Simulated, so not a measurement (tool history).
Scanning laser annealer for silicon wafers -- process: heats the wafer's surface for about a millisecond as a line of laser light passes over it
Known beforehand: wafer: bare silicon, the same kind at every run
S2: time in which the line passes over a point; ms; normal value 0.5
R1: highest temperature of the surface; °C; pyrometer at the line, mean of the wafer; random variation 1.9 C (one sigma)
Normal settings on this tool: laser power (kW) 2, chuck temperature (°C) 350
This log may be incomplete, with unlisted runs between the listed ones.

{"run": 1, "hour": 0.0, "laser power (kW)": 2, "S2": 0.5, "chuck temperature (°C)": 350, "R1": 1164}
{"hour": 9.9, "done": "window over the wafer cleaned"}
{"run": 2, "hour": 12.1, "laser power (kW)": 2, "S2": 0.5, "chuck temperature (°C)": 360, "R1": 1174}
{"run": 3, "hour": 20.9, "laser power (kW)": 2, "S2": 0.5, "chuck temperature (°C)": 360, "R1": 1172}
{"run": 4, "hour": 36.5, "laser power (kW)": 2, "S2": 0.5, "chuck temperature (°C)": 360, "R1": 1168}
{"run": 5, "hour": 48.4, "laser power (kW)": 2, "S2": 0.5, "chuck temperature (°C)": 360, "R1": 1170}
{"run": 6, "hour": 58.1, "laser power (kW)": 2, "S2": 0.5, "chuck temperature (°C)": 360, "R1": 1170}
{"run": 7, "hour": 66.7, "laser power (kW)": 2, "S2": 0.5, "chuck temperature (°C)": 360, "R1": 1170}
{"run": 8, "hour": 85.7, "laser power (kW)": 2, "S2": 0.5, "chuck temperature (°C)": 350, "R1": 1160}
{"run": 9, "hour": 98.7, "laser power (kW)": 2, "S2": 0.5, "chuck temperature (°C)": 310, "R1": 1124}
{"run": 10, "hour": 115.1, "laser power (kW)": 2, "S2": 0.5, "chuck temperature (°C)": 310, "R1": 1121}
{"run": 11, "hour": 129.3, "laser power (kW)": 2, "S2": 0.5, "chuck temperature (°C)": 310, "R1": 1122}
{"run": 12, "hour": 137.8, "laser power (kW)": 2, "S2": 0.5, "chuck temperature (°C)": 310, "R1": 1122}
{"run": 13, "hour": 153.7, "laser power (kW)": 2, "S2": 0.5, "chuck temperature (°C)": 310, "R1": 1118}
{"run": 14, "hour": 165.9, "laser power (kW)": 2.157, "S2": 0.5, "chuck temperature (°C)": 350, "R1": 1237}
{"run": 15, "hour": 184.6, "laser power (kW)": 2, "S2": 0.5, "chuck temperature (°C)": 350, "R1": 1162}
{"run": 16, "hour": 202.7, "laser power (kW)": 2, "S2": 0.428, "chuck temperature (°C)": 350, "R1": 1093}
{"run": 17, "hour": 217.2, "laser power (kW)": 2, "S2": 0.5, "chuck temperature (°C)": 350, "R1": 1162}
{"run": 18, "hour": 236.1, "laser power (kW)": 2, "S2": 0.5, "chuck temperature (°C)": 350, "R1": 1164}
{"run": 19, "hour": 250.5, "laser power (kW)": 2, "S2": 0.5, "chuck temperature (°C)": 350, "R1": 1162}
{"run": 20, "hour": 269.4, "laser power (kW)": 2.123, "S2": 0.497, "chuck temperature (°C)": 330, "R1": 1192}
{"run": 21, "hour": 287.5, "laser power (kW)": 2.123, "S2": 0.497, "chuck temperature (°C)": 330, "R1": 1195}
{"run": 22, "hour": 303.8, "laser power (kW)": 2.127, "S2": 0.5, "chuck temperature (°C)": 319, "R1": 1189}
{"run": 23, "hour": 319.5, "laser power (kW)": 1.826, "S2": 0.468, "chuck temperature (°C)": 313, "R1": 1016}
{"run": 24, "hour": 337.0, "laser power (kW)": 1.924, "S2": 0.59, "chuck temperature (°C)": 350, "R1": 1201}
{"run": 25, "hour": 347.3, "laser power (kW)": 1.924, "S2": 0.59, "chuck temperature (°C)": 350, "R1": 1202}
{"run": 26, "hour": 363.2, "laser power (kW)": 1.924, "S2": 0.59, "chuck temperature (°C)": 350, "R1": 1202}
{"run": 27, "hour": 378.0, "laser power (kW)": 1.967, "S2": 0.59, "chuck temperature (°C)": 335, "R1": 1209}
{"run": 28, "hour": 385.9, "laser power (kW)": 1.967, "S2": 0.59, "chuck temperature (°C)": 335, "R1": 1207}
{"run": 29, "hour": 403.8, "laser power (kW)": 1.869, "S2": 0.514, "chuck temperature (°C)": 379, "R1": 1140}
{"run": 30, "hour": 414.5, "laser power (kW)": 2.173, "S2": 0.405, "chuck temperature (°C)": 312, "R1": 1105}
{"run": 31, "hour": 433.2, "laser power (kW)": 2.154, "S2": 0.5, "chuck temperature (°C)": 311, "R1": 1192}
{"run": 32, "hour": 448.5, "laser power (kW)": 2.154, "S2": 0.5, "chuck temperature (°C)": 311, "R1": 1194}
{"run": 33, "hour": 462.0, "laser power (kW)": 1.842, "S2": 0.529, "chuck temperature (°C)": 326, "R1": 1090}
{"run": 34, "hour": 479.4, "laser power (kW)": 1.842, "S2": 0.529, "chuck temperature (°C)": 326, "R1": 1087}
{"run": 35, "hour": 492.7, "laser power (kW)": 1.842, "S2": 0.529, "chuck temperature (°C)": 326, "R1": 1091}

Branching from run 35: 3 alternative next runs. What would each branch give?
{"run": "A", "hour": 507.8, "laser power (kW)": 1.842, "S2": 0.544, "chuck temperature (°C)": 386, "R1": "?"}
{"run": "B", "hour": 507.8, "laser power (kW)": 2, "S2": 0.599, "chuck temperature (°C)": 350, "R1": "?"}
{"run": "C", "hour": 507.8, "laser power (kW)": 2, "S2": 0.5, "chuck temperature (°C)": 336, "R1": "?"}

run=A R1=1158
run=B R1=1244
run=C R1=1147
Had the tool no hidden state, the same runs would have come out as:
run=A R1=1159
run=B R1=1246
run=C R1=1148
